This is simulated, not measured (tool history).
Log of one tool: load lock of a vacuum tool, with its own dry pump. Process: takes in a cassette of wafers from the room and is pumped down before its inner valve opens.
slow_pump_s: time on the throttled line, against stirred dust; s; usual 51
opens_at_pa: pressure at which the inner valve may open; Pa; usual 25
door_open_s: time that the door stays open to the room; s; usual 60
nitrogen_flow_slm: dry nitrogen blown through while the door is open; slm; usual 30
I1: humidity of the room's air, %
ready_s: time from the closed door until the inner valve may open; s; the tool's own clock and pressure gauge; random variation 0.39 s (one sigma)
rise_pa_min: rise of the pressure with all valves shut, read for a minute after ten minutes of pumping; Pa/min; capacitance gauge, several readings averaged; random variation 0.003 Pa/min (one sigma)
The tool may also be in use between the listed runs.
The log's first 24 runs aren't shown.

{"run": 25, "hour": 2214.5, "slow_pump_s": 97, "opens_at_pa": 23, "door_open_s": 129, "nitrogen_flow_slm": 4, "I1": 42.9, "ready_s": 118.5, "rise_pa_min": 0.09}
{"run": 26, "hour": 2286.3, "slow_pump_s": 43, "opens_at_pa": 25, "door_open_s": 60, "nitrogen_flow_slm": 30, "I1": 47.9, "ready_s": 76.9, "rise_pa_min": 0.044}
{"run": 27, "hour": 2411.6, "slow_pump_s": 43, "opens_at_pa": 25, "door_open_s": 60, "nitrogen_flow_slm": 30, "I1": 43.9, "ready_s": 75.7, "rise_pa_min": 0.039}
{"run": 28, "hour": 2478.0, "slow_pump_s": 43, "opens_at_pa": 25, "door_open_s": 210, "nitrogen_flow_slm": 30, "I1": 45.1, "ready_s": 76.2, "rise_pa_min": 0.069}
{"run": 29, "hour": 2588.1, "slow_pump_s": 51, "opens_at_pa": 25, "door_open_s": 196, "nitrogen_flow_slm": 30, "I1": 45, "ready_s": 83, "rise_pa_min": 0.066}
{"run": 30, "hour": 2698.5, "slow_pump_s": 33, "opens_at_pa": 19, "door_open_s": 78, "nitrogen_flow_slm": 30, "I1": 47.3, "ready_s": 69.5, "rise_pa_min": 0.046}
{"run": 31, "hour": 2800.0, "slow_pump_s": 29, "opens_at_pa": 19, "door_open_s": 145, "nitrogen_flow_slm": 16, "I1": 45.6, "ready_s": 66.9, "rise_pa_min": 0.075}
{"run": 32, "hour": 2861.3, "slow_pump_s": 29, "opens_at_pa": 19, "door_open_s": 145, "nitrogen_flow_slm": 16, "I1": 42.3, "ready_s": 66.9, "rise_pa_min": 0.071}
{"hour": 2917.0, "done": "door's seal changed, seat wiped"}
{"run": 33, "hour": 2933.5, "slow_pump_s": 35, "opens_at_pa": 23, "door_open_s": 29, "nitrogen_flow_slm": 33, "I1": 41.2, "ready_s": 70.3, "rise_pa_min": 0.027}
{"run": 34, "hour": 3046.2, "slow_pump_s": 35, "opens_at_pa": 23, "door_open_s": 211, "nitrogen_flow_slm": 33, "I1": 44.5, "ready_s": 70.5, "rise_pa_min": 0.069}
{"run": 35, "hour": 3113.6, "slow_pump_s": 51, "opens_at_pa": 25, "door_open_s": 60, "nitrogen_flow_slm": 13, "I1": 44.4, "ready_s": 82.5, "rise_pa_min": 0.044}
{"run": 36, "hour": 3186.7, "slow_pump_s": 26, "opens_at_pa": 24, "door_open_s": 190, "nitrogen_flow_slm": 30, "I1": 47.2, "ready_s": 62.9, "rise_pa_min": 0.067}
{"run": 37, "hour": 3262.1, "slow_pump_s": 26, "opens_at_pa": 24, "door_open_s": 190, "nitrogen_flow_slm": 30, "I1": 46.3, "ready_s": 63.3, "rise_pa_min": 0.072}

Forecast each of these 4 alternatives for the next run:
{"run": "A", "hour": 3327.9, "slow_pump_s": 56, "opens_at_pa": 25, "door_open_s": 60, "nitrogen_flow_slm": 7, "I1": 42.9, "ready_s": "?", "rise_pa_min": "?"}
{"run": "B", "hour": 3327.9, "slow_pump_s": 51, "opens_at_pa": 47, "door_open_s": 60, "nitrogen_flow_slm": 9, "I1": 42.7, "ready_s": "?", "rise_pa_min": "?"}
{"run": "C", "hour": 3327.9, "slow_pump_s": 39, "opens_at_pa": 34, "door_open_s": 190, "nitrogen_flow_slm": 26, "I1": 46.7, "ready_s": "?", "rise_pa_min": "?"}
{"run": "D", "hour": 3327.9, "slow_pump_s": 51, "opens_at_pa": 25, "door_open_s": 33, "nitrogen_flow_slm": 30, "I1": 41.9, "ready_s": "?", "rise_pa_min": "?"}

run=A ready_s=86.3 rise_pa_min=0.06
run=B ready_s=79 rise_pa_min=0.054
run=C ready_s=71.8 rise_pa_min=0.074
run=D ready_s=82.8 rise_pa_min=0.031
Without the tool's hidden state the same runs would have given:
run=A ready_s=86.3 rise_pa_min=0.06
run=B ready_s=79 rise_pa_min=0.054
run=C ready_s=71.8 rise_pa_min=0.074
run=D ready_s=82.8 rise_pa_min=0.031
